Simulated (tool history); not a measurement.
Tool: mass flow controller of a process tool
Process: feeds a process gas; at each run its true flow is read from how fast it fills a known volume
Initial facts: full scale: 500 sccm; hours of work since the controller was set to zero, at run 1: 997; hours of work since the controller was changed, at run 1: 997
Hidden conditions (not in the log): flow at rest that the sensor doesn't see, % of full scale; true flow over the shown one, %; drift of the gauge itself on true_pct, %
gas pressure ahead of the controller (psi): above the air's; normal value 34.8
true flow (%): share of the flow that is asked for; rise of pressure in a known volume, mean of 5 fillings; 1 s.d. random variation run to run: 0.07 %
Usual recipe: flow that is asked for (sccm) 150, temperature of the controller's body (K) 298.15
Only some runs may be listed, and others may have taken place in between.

| run | hour | flow that is asked for (sccm) | gas pressure ahead of the controller (psi) | temperature of the controller's body (K) | hours of work since the controller was set to zero | hours of work since the controller was changed | true flow (%) |
|---|---|---|---|---|---|---|---|
| 1 | 0.0 | 150 | 34.8 | 298.15 | 997 | 997 | 99.33 |
| 2 | 105.8 | 150 | 34.8 | 298.15 | 1066 | 1066 | 99.14 |
| 3 | 192.5 | 150 | 34.8 | 298.15 | 1122 | 1122 | 98.88 |
| 4 | 261.2 | 150 | 34.8 | 298.15 | 1167 | 1167 | 98.87 |
| 5 | 318.1 | 340 | 34.8 | 298.15 | 1204 | 1204 | 98.96 |
| 6 | 377.7 | 150 | 34.8 | 298.15 | 1243 | 1243 | 98.54 |
| 7 | 441.8 | 150 | 34.8 | 298.15 | 1284 | 1284 | 98.52 |
| 8 | 548.3 | 150 | 34.8 | 298.15 | 1354 | 1354 | 98.31 |
| 9 | 633.9 | 273 | 34.8 | 298.15 | 1410 | 1410 | 98.00 |
| 10 | 689.5 | 56 | 25.2 | 309.15 | 1446 | 1446 | 98.56 |
| 11 | 769.2 | 330 | 38.7 | 306.15 | 1498 | 1498 | 97.92 |
| 12 | 838.1 | 423 | 34.8 | 313.15 | 1542 | 1542 | 98.46 |
| 13 | 921.4 | 204 | 35.1 | 298.15 | 1597 | 1597 | 97.54 |
|  | 952.8 | gauge calibrated |
| 14 | 1001.5 | 150 | 24.2 | 298.15 | 1649 | 1649 | 99.69 |
| 15 | 1073.2 | 284 | 40.6 | 303.15 | 1696 | 1696 | 99.04 |
| 16 | 1160.2 | 380 | 34.8 | 295.15 | 1752 | 1752 | 99.03 |

How would selected steps in true flow (%) from run to run divide? Give the signed amount a tool lacking its hidden state would still show from settings, what came in and random variation, and the signed amount left for the hidden state, including any gauge scatter that is not in both of the compared results.
Run 13 -> 14: flow that is asked for (sccm) 204 -> 150, gas pressure ahead of the controller (psi) 35.1 -> 24.2, gauge calibrated. true flow (%) +2.15: hidden state +1.88, all else +0.27.

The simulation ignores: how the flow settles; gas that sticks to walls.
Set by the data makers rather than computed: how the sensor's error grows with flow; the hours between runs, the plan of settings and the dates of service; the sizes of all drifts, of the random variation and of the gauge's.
